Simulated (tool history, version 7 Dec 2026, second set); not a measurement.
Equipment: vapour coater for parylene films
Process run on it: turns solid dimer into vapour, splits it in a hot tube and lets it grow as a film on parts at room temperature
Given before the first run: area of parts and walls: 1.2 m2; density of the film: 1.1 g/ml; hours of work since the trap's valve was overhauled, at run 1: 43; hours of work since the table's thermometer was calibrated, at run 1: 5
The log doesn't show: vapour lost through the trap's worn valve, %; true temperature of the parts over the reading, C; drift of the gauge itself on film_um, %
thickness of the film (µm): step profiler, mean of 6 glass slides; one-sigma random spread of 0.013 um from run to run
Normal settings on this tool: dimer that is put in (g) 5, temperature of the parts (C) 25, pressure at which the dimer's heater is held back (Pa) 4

run	hour	dimer that is put in (g)	temperature of the parts (C)	pressure at which the dimer's heater is held back (Pa)	hours of work since the trap's valve was overhauled	hours of work since the table's thermometer was calibrated	thickness of the film (µm)
1	0	5	25	4	43	5	2.68
2	29.2	5	25	4	55	17	2.71
3	42.5	5	25	4	61	22	2.69
4	70.8	5	25	4	72	34	2.67
5	85.9	5	37	4	78	40	1.64
6	109.1	5	25	2.11	88	49	3.01
7	134.3	5	25	4	98	60	2.69
8	162.7	5	25	4	110	71	2.67
9	189	4	25	4	120	82	2.11
10	207	4	25	4	128	89	2.1
11	232.7	2	25	4	138	100	1.05
12	251.3	5	20	4	146	107	3.23
13	273.3	5	20	4	155	116	3.25
14	295.1	5	20	3.29	164	125	3.35
15	312.3	5	20	3.29	171	132	3.35
16	324.5	5	25	4	176	137	2.61
17	352.1	5	25	4	187	148	2.58
18	372.4	5	25	8.48	195	157	2.25
19	397.3	5	25	8.48	205	167	2.24
20	413.1	4	36	7.73	212	173	1.16
21	427.2	2	21	7.73	218	179	1.07
22	454.6	2	32	5.83	229	190	0.72
23	471.8	2	26	2.74	236	197	1.08
24	487.2	2	26	2.74	242	203	1.06
25	512.1	2	26	2.74	252	214	1.07
26	541.5	2	26	2.74	264	226	1.05
27	556.6	2	26	2.74	270	232	1.08
28	574.7	7	25	6.15	278	239	3.28
29	591.3	7	25	6.15	285	246	3.29
30	617	7	25	6.15	295	256	3.28
31	637.8	7	29	6.15	304	265	2.79
32	651.6	8	35	2.42	309	271	2.97
33	671.8	7	22	2.42	317	279	4.44
34	701.5	5	25	6.67	330	291	2.3
35	717	5	25	6.67	336	297	2.28
36	744.5	5	26	2.44	347	308	2.63
37	758.9	6	18	2.19	353	314	4.07

Each row is a separate what-if for the run after 37, all from the same tool condition, not one after another. Results?
A	787.9	4	18	2.89	365	326	?
B	787.9	6	18	4.07	365	326	?
C	787.9	3	25	3.83	365	326	?
D	787.9	6	25	5.69	365	326	?

run	thickness of the film (µm)
A	2.7
B	4
C	1.52
D	2.8
Without the tool's hidden state the same runs would have given:
run	thickness of the film (µm)
A	2.96
B	4.39
C	1.67
D	3.08

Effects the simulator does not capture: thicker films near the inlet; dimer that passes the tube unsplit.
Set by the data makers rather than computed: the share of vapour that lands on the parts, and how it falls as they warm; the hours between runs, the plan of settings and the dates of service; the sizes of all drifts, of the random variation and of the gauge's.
